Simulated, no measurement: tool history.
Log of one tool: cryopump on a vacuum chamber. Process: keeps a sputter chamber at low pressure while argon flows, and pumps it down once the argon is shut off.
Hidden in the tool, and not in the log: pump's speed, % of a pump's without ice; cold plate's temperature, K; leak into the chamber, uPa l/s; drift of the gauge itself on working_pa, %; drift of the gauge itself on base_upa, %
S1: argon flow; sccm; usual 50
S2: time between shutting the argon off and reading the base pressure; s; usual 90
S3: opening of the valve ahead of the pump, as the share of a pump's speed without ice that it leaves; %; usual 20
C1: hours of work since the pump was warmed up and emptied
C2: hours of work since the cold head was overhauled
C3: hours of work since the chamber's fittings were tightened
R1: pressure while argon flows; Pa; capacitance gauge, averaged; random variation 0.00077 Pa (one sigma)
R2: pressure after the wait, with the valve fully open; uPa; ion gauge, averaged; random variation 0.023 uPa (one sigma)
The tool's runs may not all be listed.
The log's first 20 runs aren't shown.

Run 21, hour 248.9: usual settings but S1 26 sccm, S2 76 s, S3 22 %; C1 184; C2 184; C3 1785. Result: R1 0.0991 Pa, R2 1.19 uPa.
Run 22, hour 258.8: usual settings but S2 83 s; C1 191; C2 191; C3 1792. Result: R1 0.2102 Pa, R2 1.2 uPa.
Run 23, hour 267.2: usual settings but S2 156 s; C1 197; C2 197; C3 1797. Result: R1 0.2098 Pa, R2 0.9 uPa.
Run 24, hour 283: usual settings but S2 156 s; C1 207; C2 207; C3 1808. Result: R1 0.2103 Pa, R2 0.93 uPa.
Run 25, hour 289.7: usual settings but S2 156 s; C1 212; C2 212; C3 1813. Result: R1 0.21 Pa, R2 0.9 uPa.
Run 26, hour 299.5: usual settings but S1 64 sccm, S2 129 s, S3 47 %; C1 219; C2 219; C3 1819. Result: R1 0.1175 Pa, R2 0.98 uPa.
Run 27, hour 308.5: usual settings but S1 64 sccm, S2 129 s, S3 47 %; C1 225; C2 225; C3 1825. Result: R1 0.117 Pa, R2 0.97 uPa.
Run 28, hour 322.2: usual settings but S1 34 sccm, S2 129 s, S3 21 %; C1 234; C2 234; C3 1834. Result: R1 0.1352 Pa, R2 0.98 uPa.
Run 29, hour 337.7: usual settings but S2 102 s; C1 244; C2 244; C3 1845. Result: R1 0.2105 Pa, R2 1.11 uPa.
Run 30, hour 351.5: usual settings but S2 102 s; C1 253; C2 253; C3 1854. Result: R1 0.2115 Pa, R2 1.1 uPa.
Run 31, hour 361.8: usual settings but S2 82 s, S3 19 %; C1 260; C2 260; C3 1861. Result: R1 0.2209 Pa, R2 1.27 uPa.
Run 32, hour 375.9: usual settings but S2 82 s, S3 19 %; C1 270; C2 270; C3 1870. Result: R1 0.2199 Pa, R2 1.22 uPa.
Run 33, hour 388.6: usual settings but S2 28 s, S3 44 %; C1 278; C2 278; C3 1879. Result: R1 0.0985 Pa, R2 2.35 uPa.
Run 34, hour 400.9: usual settings but S1 24 sccm, S2 28 s, S3 44 %; C1 287; C2 287; C3 1887. Result: R1 0.0474 Pa, R2 2.44 uPa.

Forecast each of these 3 alternatives for the next run:
Run A, hour 414.1: usual settings but S1 96 sccm, S2 39 s, S3 25 %; C1 296; C2 296; C3 1896. Result: R1 ?, R2 ?.
Run B, hour 414.1: usual settings but S1 28 sccm, S2 42 s, S3 17 %; C1 296; C2 296; C3 1896. Result: R1 ?, R2 ?.
Run C, hour 414.1: usual settings but S1 21 sccm, S3 30 %; C1 296; C2 296; C3 1896. Result: R1 ?, R2 ?.

run      R1    R2
  A  0.3272   1.9
  B  0.1388  1.78
  C  0.0595  1.18
Without the tool's hidden state the same runs would have given:
run      R1   R2
  A  0.3168  1.4
  B  0.1357  1.3
  C  0.0572  0.7
